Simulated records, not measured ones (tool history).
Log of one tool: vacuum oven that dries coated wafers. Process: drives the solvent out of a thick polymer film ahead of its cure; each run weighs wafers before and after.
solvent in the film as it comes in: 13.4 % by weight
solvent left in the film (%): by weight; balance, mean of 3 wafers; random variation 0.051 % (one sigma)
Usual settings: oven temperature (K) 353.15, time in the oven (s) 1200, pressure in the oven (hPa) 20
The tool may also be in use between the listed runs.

run	hour	oven temperature (K)	time in the oven (s)	pressure in the oven (hPa)	solvent left in the film (%)
1	0	353.15	1200	20	1.23
2	6.3	353.15	1200	20	1.14
3	18	363.15	1200	20	0.58
4	26	363.15	1200	20	0.62
5	32.4	363.15	1200	20	0.59
6	44.1	363.15	1200	20	0.64
7	57.2	363.15	1200	20	0.56
8	62.5	363.15	1200	20	0.63
9	74.5	363.15	1200	20	0.65
10	79.9	363.15	1200	20	0.55
11	91.7	363.15	1200	20	0.65
12	101	353.15	1020	20	1.42
13	113.8	350.15	1020	20	1.82
14	120.5	350.15	1020	20	1.96
15	131.5	350.15	1020	20	1.81
16	138.2	350.15	1020	20	1.84
17	150.3	350.15	1020	20	1.87
18	157.3	348.15	1200	20.1	1.91
19	169.1	342.15	1500	55.3	4.45
20	175.4	361.15	960	50.7	1.63
# hour 177.5: vacuum gauge cleaned of residue and calibrated
21	188.7	353.15	1200	12.2	0.91
22	195	353.15	1200	12.2	0.87
23	204.9	357.15	1260	10.8	0.61
24	213.4	357.15	1860	11.8	0.5
25	225.5	362.15	1260	15.7	0.46
26	231.1	362.15	1260	15.7	0.54
27	241.2	362.15	1260	41.9	1.26
# hour 247: vacuum gauge cleaned of residue and calibrated, once more
28	250.4	362.15	1260	41.9	1.17
29	257.6	362.15	1800	41.1	1.24
30	266.1	362.15	1800	41.1	1.38
31	278.2	367.15	1020	20	0.51
32	288.6	355.15	1200	20	0.93
33	297.6	355.15	1200	20	1.05
34	308.9	355.15	1200	36.5	1.75

Forecast each of these 5 alternatives for the next run:
A	319.8	367.15	1740	36.5	?
B	319.8	360.15	1200	36.5	?
C	319.8	353.15	1200	62.3	?
D	319.8	357.15	1200	20	?
E	319.8	353.15	840	27.1	?

run	solvent left in the film (%)
A	0.83
B	1.28
C	2.83
D	0.85
E	2.03
Without the tool's hidden state the same runs would have given:
run	solvent left in the film (%)
A	0.82
B	1.26
C	2.77
D	0.82
E	1.97
